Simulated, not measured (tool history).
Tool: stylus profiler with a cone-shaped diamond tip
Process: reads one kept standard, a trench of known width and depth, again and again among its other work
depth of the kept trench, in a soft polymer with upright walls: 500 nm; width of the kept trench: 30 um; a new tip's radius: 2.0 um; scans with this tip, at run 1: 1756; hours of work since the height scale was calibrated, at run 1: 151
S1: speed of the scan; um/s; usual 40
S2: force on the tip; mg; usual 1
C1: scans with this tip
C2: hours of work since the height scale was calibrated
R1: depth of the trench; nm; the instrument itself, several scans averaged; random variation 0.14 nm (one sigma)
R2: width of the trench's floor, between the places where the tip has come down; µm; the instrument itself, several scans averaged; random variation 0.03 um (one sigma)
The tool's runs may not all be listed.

Run 1, hour 0: usual settings; C1 1756; C2 151. Result: R1 503.58 nm, R2 27 µm.
Run 2, hour 26.6: usual settings but S1 73 um/s; C1 1882; C2 162. Result: R1 503.37 nm, R2 26.69 µm.
Run 3, hour 65.6: usual settings but S1 73 um/s; C1 2065; C2 178. Result: R1 503.33 nm, R2 26.73 µm.
Run 4, hour 82.2: usual settings but S1 73 um/s; C1 2143; C2 184. Result: R1 503.6 nm, R2 26.69 µm.
Run 5, hour 109: usual settings but S1 73 um/s, S2 0.88 mg; C1 2269; C2 195. Result: R1 503.42 nm, R2 26.69 µm.
Run 6, hour 133: usual settings but S1 73 um/s, S2 0.88 mg; C1 2381; C2 205. Result: R1 503.08 nm, R2 26.64 µm.
Run 7, hour 158.5: usual settings but S1 18 um/s; C1 2501; C2 215. Result: R1 503.41 nm, R2 27.17 µm.
Run 8, hour 192.3: usual settings but S1 18 um/s; C1 2660; C2 229. Result: R1 503.42 nm, R2 27.21 µm.
Run 9, hour 211.1: usual settings but S1 18 um/s; C1 2748; C2 236. Result: R1 503.42 nm, R2 27.18 µm.
Run 10, hour 235.6: usual settings but S1 18 um/s; C1 2864; C2 246. Result: R1 503.48 nm, R2 27.18 µm.
Run 11, hour 264.6: usual settings but S1 18 um/s, S2 0.4 mg; C1 3000; C2 258. Result: R1 501.96 nm, R2 27.13 µm.
Run 12, hour 292: usual settings but S1 18 um/s, S2 0.4 mg; C1 3129; C2 269. Result: R1 501.87 nm, R2 27.15 µm.
Run 13, hour 313.1: usual settings but S1 18 um/s, S2 0.4 mg; C1 3228; C2 278. Result: R1 502.13 nm, R2 27.09 µm.
Run 14, hour 340.2: usual settings but S1 18 um/s, S2 0.4 mg; C1 3355; C2 289. Result: R1 501.94 nm, R2 27.1 µm.
Run 15, hour 376.5: usual settings but S1 35 um/s, S2 0.4 mg; C1 3526; C2 303. Result: R1 502.12 nm, R2 26.87 µm.
Run 16, hour 407.3: usual settings but S1 35 um/s, S2 0.4 mg; C1 3671; C2 316. Result: R1 502 nm, R2 26.81 µm.
Run 17, hour 436: usual settings but S1 35 um/s, S2 0.4 mg; C1 3805; C2 327. Result: R1 501.88 nm, R2 26.87 µm.
Run 18, hour 475.7: usual settings but S1 35 um/s, S2 0.4 mg; C1 3992; C2 343. Result: R1 502.02 nm, R2 26.83 µm.
Run 19, hour 492.3: usual settings but S1 35 um/s, S2 0.4 mg; C1 4070; C2 350. Result: R1 501.69 nm, R2 26.84 µm.
Run 20, hour 514.4: usual settings but S1 35 um/s, S2 0.4 mg; C1 4174; C2 359. Result: R1 501.79 nm, R2 26.85 µm.
Run 21, hour 541.8: usual settings but S1 35 um/s, S2 0.4 mg; C1 4303; C2 370. Result: R1 501.77 nm, R2 26.9 µm.
Run 22, hour 571.3: usual settings but S1 35 um/s, S2 0.4 mg; C1 4442; C2 382. Result: R1 502.07 nm, R2 26.84 µm.
Run 23, hour 603.7: usual settings but S1 35 um/s, S2 0.4 mg; C1 4594; C2 395. Result: R1 501.77 nm, R2 26.83 µm.
Run 24, hour 627.4: usual settings but S1 35 um/s, S2 0.4 mg; C1 4705; C2 405. Result: R1 501.95 nm, R2 26.86 µm.
Run 25, hour 656.2: usual settings but S1 20 um/s, S2 0.71 mg; C1 4841; C2 416. Result: R1 502.59 nm, R2 27.13 µm.
Run 26, hour 677.6: usual settings but S1 20 um/s, S2 0.71 mg; C1 4941; C2 425. Result: R1 502.74 nm, R2 27.12 µm.
Run 27, hour 698.1: usual settings but S1 30 um/s, S2 1.22 mg; C1 5037; C2 433. Result: R1 504.24 nm, R2 27.05 µm.
Run 28, hour 732.5: usual settings but S1 30 um/s, S2 0.79 mg; C1 5199; C2 447. Result: R1 502.81 nm, R2 27.03 µm.
Run 29, hour 755.4: usual settings but S1 30 um/s, S2 0.79 mg; C1 5306; C2 456. Result: R1 502.78 nm, R2 27.01 µm.
Run 30, hour 785.3: usual settings but S1 65 um/s, S2 0.52 mg; C1 5447; C2 468. Result: R1 502.36 nm, R2 26.56 µm.
Run 31, hour 821.8: usual settings but S1 19 um/s, S2 1.22 mg; C1 5619; C2 483. Result: R1 504.16 nm, R2 27.17 µm.
Run 32, hour 844: usual settings but S1 13 um/s, S2 2.69 mg; C1 5723; C2 492. Result: R1 507.01 nm, R2 27.26 µm.
Run 33, hour 874.8: usual settings but S1 21 um/s; C1 5868; C2 505. Result: R1 503.44 nm, R2 27.13 µm.
Run 34, hour 895.5: usual settings but S1 19 um/s, S2 2.34 mg; C1 5965; C2 513. Result: R1 506.02 nm, R2 27.25 µm.
Run 35, hour 920: usual settings but S1 62 um/s, S2 1.62 mg; C1 6080; C2 523. Result: R1 505.14 nm, R2 26.97 µm.
Run 36, hour 948.4: usual settings but S1 92 um/s, S2 1.01 mg; C1 6214; C2 534. Result: R1 503.51 nm, R2 26.59 µm.
Run 37, hour 969.3: usual settings but S1 10 um/s, S2 2.5 mg; C1 6312; C2 543. Result: R1 506.45 nm, R2 27.29 µm.
Run 38, hour 1006.4: usual settings but S1 10 um/s, S2 2.5 mg; C1 6486; C2 558. Result: R1 506.39 nm, R2 27.3 µm.
Run 39, hour 1038.7: usual settings but S1 10 um/s, S2 2.5 mg; C1 6638; C2 571. Result: R1 506.56 nm, R2 27.3 µm.
Run 40, hour 1066.5: usual settings but S1 29 um/s, S2 0.36 mg; C1 6769; C2 582. Result: R1 501.83 nm, R2 26.95 µm.
Run 41, hour 1102.5: usual settings but S1 31 um/s, S2 1.9 mg; C1 6938; C2 597. Result: R1 505.3 nm, R2 27.18 µm.
Run 42, hour 1120.7: usual settings but S1 11 um/s, S2 0.65 mg; C1 7023; C2 604. Result: R1 502.49 nm, R2 27.24 µm.
Run 43, hour 1158.4: usual settings but S1 11 um/s, S2 2.63 mg; C1 7201; C2 619. Result: R1 506.76 nm, R2 27.29 µm.
Run 44, hour 1195.5: usual settings but S1 11 um/s, S2 2.63 mg; C1 7375; C2 634. Result: R1 506.77 nm, R2 27.31 µm.
Run 45, hour 1219.3: usual settings but S1 45 um/s, S2 0.43 mg; C1 7487; C2 644. Result: R1 502.18 nm, R2 26.71 µm.
Run 46, hour 1238.5: usual settings but S1 16 um/s, S2 1.55 mg; C1 7577; C2 652. Result: R1 504.82 nm, R2 27.2 µm.
Run 47, hour 1276.9: usual settings but S1 102 um/s, S2 1.5 mg; C1 7758; C2 667. Result: R1 504.64 nm, R2 26.61 µm.

4 ways to go on from here, each from the tool as it stands after run 47. What would each give?
Run A, hour 1304.8: usual settings but S1 66 um/s, S2 1.34 mg; C1 7889; C2 678. Result: R1 ?, R2 ?.
Run B, hour 1304.8: usual settings but S1 77 um/s, S2 1.85 mg; C1 7889; C2 678. Result: R1 ?, R2 ?.
Run C, hour 1304.8: usual settings but S1 41 um/s, S2 2.34 mg; C1 7889; C2 678. Result: R1 ?, R2 ?.
Run D, hour 1304.8: usual settings but S1 12 um/s; C1 7889; C2 678. Result: R1 ?, R2 ?.

run      R1     R2
  A  504.27  26.89
  B  505.44  26.86
  C  505.97  27.09
  D  503.27  27.24
Without the tool's hidden state the same runs would have given:
run      R1     R2
  A  504.25   26.9
  B  505.42  26.86
  C  505.95  27.09
  D  503.25  27.24
